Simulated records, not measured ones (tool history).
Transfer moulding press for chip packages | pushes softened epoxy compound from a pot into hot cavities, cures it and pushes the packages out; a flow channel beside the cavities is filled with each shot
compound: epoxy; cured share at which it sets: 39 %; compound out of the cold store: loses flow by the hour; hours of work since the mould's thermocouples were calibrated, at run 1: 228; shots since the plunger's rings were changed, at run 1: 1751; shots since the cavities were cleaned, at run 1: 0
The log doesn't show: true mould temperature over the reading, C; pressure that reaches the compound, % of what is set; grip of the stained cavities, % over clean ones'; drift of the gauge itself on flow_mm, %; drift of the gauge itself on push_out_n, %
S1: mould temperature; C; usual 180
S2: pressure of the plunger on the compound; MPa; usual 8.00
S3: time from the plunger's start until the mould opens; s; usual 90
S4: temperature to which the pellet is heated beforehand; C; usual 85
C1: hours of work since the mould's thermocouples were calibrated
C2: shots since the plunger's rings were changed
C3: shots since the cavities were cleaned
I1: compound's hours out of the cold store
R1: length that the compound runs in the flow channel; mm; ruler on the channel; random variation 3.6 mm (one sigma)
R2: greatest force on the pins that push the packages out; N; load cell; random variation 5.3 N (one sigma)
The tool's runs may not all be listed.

{"run": 1, "hour": 0.0, "S1": 180, "S2": 8.0, "S3": 90, "S4": 85, "C1": 228, "C2": 1751, "C3": 0, "I1": 27.4, "R1": 615, "R2": 173}
{"run": 2, "hour": 50.3, "S1": 176, "S2": 8.0, "S3": 90, "S4": 85, "C1": 258, "C2": 2291, "C3": 540, "I1": 23.3, "R1": 617, "R2": 222}
{"hour": 88.5, "done": "cavities cleaned with cleaning compound and waxed"}
{"run": 3, "hour": 92.6, "S1": 176, "S2": 8.0, "S3": 90, "S4": 85, "C1": 283, "C2": 2728, "C3": 44, "I1": 28.2, "R1": 618, "R2": 200}
{"run": 4, "hour": 131.3, "S1": 180, "S2": 6.65, "S3": 90, "S4": 85, "C1": 306, "C2": 3144, "C3": 460, "I1": 37.4, "R1": 539, "R2": 184}
{"hour": 139.0, "done": "plunger's sealing rings changed"}
{"hour": 180.2, "done": "cavities cleaned with cleaning compound and waxed"}
{"run": 5, "hour": 191.0, "S1": 180, "S2": 6.65, "S3": 90, "S4": 85, "C1": 339, "C2": 541, "C3": 115, "I1": 34.5, "R1": 546, "R2": 174}
{"run": 6, "hour": 221.8, "S1": 180, "S2": 7.32, "S3": 90, "S4": 85, "C1": 358, "C2": 872, "C3": 446, "I1": 20.5, "R1": 598, "R2": 169}
{"hour": 269.3, "done": "cavities cleaned with cleaning compound and waxed"}
{"run": 7, "hour": 289.2, "S1": 180, "S2": 7.32, "S3": 90, "S4": 85, "C1": 397, "C2": 1579, "C3": 213, "I1": 33.1, "R1": 570, "R2": 177}
{"run": 8, "hour": 348.2, "S1": 180, "S2": 7.06, "S3": 90, "S4": 85, "C1": 432, "C2": 2213, "C3": 847, "I1": 29.3, "R1": 563, "R2": 182}
{"hour": 356.0, "done": "cavities cleaned with cleaning compound and waxed"}
{"run": 9, "hour": 407.9, "S1": 180, "S2": 6.21, "S3": 90, "S4": 85, "C1": 467, "C2": 2836, "C3": 556, "I1": 32.7, "R1": 525, "R2": 179}
{"run": 10, "hour": 439.1, "S1": 180, "S2": 6.21, "S3": 90, "S4": 85, "C1": 486, "C2": 3172, "C3": 892, "I1": 14.0, "R1": 561, "R2": 174}
{"hour": 444.8, "done": "plunger's sealing rings changed"}
{"hour": 446.3, "done": "cavities cleaned with cleaning compound and waxed"}
{"run": 11, "hour": 484.1, "S1": 180, "S2": 8.0, "S3": 90, "S4": 85, "C1": 511, "C2": 405, "C3": 405, "I1": 40.1, "R1": 586, "R2": 184}
{"hour": 533.9, "done": "cavities cleaned with cleaning compound and waxed"}
{"run": 12, "hour": 537.1, "S1": 180, "S2": 8.0, "S3": 90, "S4": 85, "C1": 541, "C2": 958, "C3": 35, "I1": 30.9, "R1": 603, "R2": 183}
{"run": 13, "hour": 572.5, "S1": 180, "S2": 8.0, "S3": 86, "S4": 85, "C1": 563, "C2": 1337, "C3": 414, "I1": 44.5, "R1": 580, "R2": 178}
{"hour": 624.7, "done": "cavities cleaned with cleaning compound and waxed"}
{"run": 14, "hour": 629.6, "S1": 188, "S2": 8.0, "S3": 86, "S4": 80, "C1": 596, "C2": 1934, "C3": 53, "I1": 30.7, "R1": 590, "R2": 160}
{"run": 15, "hour": 678.3, "S1": 178, "S2": 8.0, "S3": 123, "S4": 94, "C1": 625, "C2": 2457, "C3": 576, "I1": 38.7, "R1": 588, "R2": 154}
{"run": 16, "hour": 707.4, "S1": 183, "S2": 6.58, "S3": 122, "S4": 93, "C1": 643, "C2": 2769, "C3": 888, "I1": 10.6, "R1": 574, "R2": 164}
{"hour": 713.8, "done": "cavities cleaned with cleaning compound and waxed"}
{"hour": 752.8, "done": "plunger's sealing rings changed"}
{"run": 17, "hour": 770.4, "S1": 183, "S2": 6.58, "S3": 122, "S4": 93, "C1": 678, "C2": 189, "C3": 581, "I1": 25.1, "R1": 554, "R2": 165}
{"hour": 806.5, "done": "cavities cleaned with cleaning compound and waxed"}
{"run": 18, "hour": 828.7, "S1": 183, "S2": 6.58, "S3": 122, "S4": 93, "C1": 712, "C2": 798, "C3": 238, "I1": 25.3, "R1": 559, "R2": 154}
{"run": 19, "hour": 885.6, "S1": 183, "S2": 6.58, "S3": 122, "S4": 93, "C1": 746, "C2": 1409, "C3": 849, "I1": 22.5, "R1": 561, "R2": 159}
{"hour": 895.0, "done": "cavities cleaned with cleaning compound and waxed"}
{"run": 20, "hour": 941.8, "S1": 183, "S2": 6.58, "S3": 103, "S4": 93, "C1": 779, "C2": 1996, "C3": 502, "I1": 22.6, "R1": 563, "R2": 159}
{"hour": 965.3, "done": "mould's thermocouples calibrated"}
{"run": 21, "hour": 974.0, "S1": 177, "S2": 6.58, "S3": 103, "S4": 84, "C1": 5, "C2": 2320, "C3": 826, "I1": 37.4, "R1": 540, "R2": 178}
{"hour": 984.5, "done": "cavities cleaned with cleaning compound and waxed"}
{"run": 22, "hour": 1025.9, "S1": 183, "S2": 6.58, "S3": 103, "S4": 89, "C1": 35, "C2": 2861, "C3": 444, "I1": 42.9, "R1": 523, "R2": 170}
{"run": 23, "hour": 1054.6, "S1": 183, "S2": 6.58, "S3": 103, "S4": 89, "C1": 53, "C2": 3169, "C3": 752, "I1": 31.5, "R1": 545, "R2": 166}
{"hour": 1062.2, "done": "plunger's sealing rings changed"}
{"hour": 1073.1, "done": "cavities cleaned with cleaning compound and waxed"}
{"run": 24, "hour": 1103.2, "S1": 184, "S2": 8.1, "S3": 90, "S4": 85, "C1": 79, "C2": 424, "C3": 323, "I1": 44.9, "R1": 575, "R2": 166}

Forecast each of these 3 alternatives for the next run:
{"run": "A", "hour": 1148.2, "S1": 183, "S2": 6.13, "S3": 90, "S4": 85, "C1": 106, "C2": 907, "C3": 806, "I1": 28.0, "R1": "?", "R2": "?"}
{"run": "B", "hour": 1148.2, "S1": 172, "S2": 8.1, "S3": 90, "S4": 85, "C1": 106, "C2": 907, "C3": 806, "I1": 16.4, "R1": "?", "R2": "?"}
{"run": "C", "hour": 1148.2, "S1": 188, "S2": 9.77, "S3": 90, "S4": 85, "C1": 106, "C2": 907, "C3": 806, "I1": 12.5, "R1": "?", "R2": "?"}

run=A R1=537 R2=159
run=B R1=644 R2=264
run=C R1=695 R2=170
Without the tool's hidden state the same runs would have given:
run=A R1=537 R2=158
run=B R1=644 R2=262
run=C R1=695 R2=168

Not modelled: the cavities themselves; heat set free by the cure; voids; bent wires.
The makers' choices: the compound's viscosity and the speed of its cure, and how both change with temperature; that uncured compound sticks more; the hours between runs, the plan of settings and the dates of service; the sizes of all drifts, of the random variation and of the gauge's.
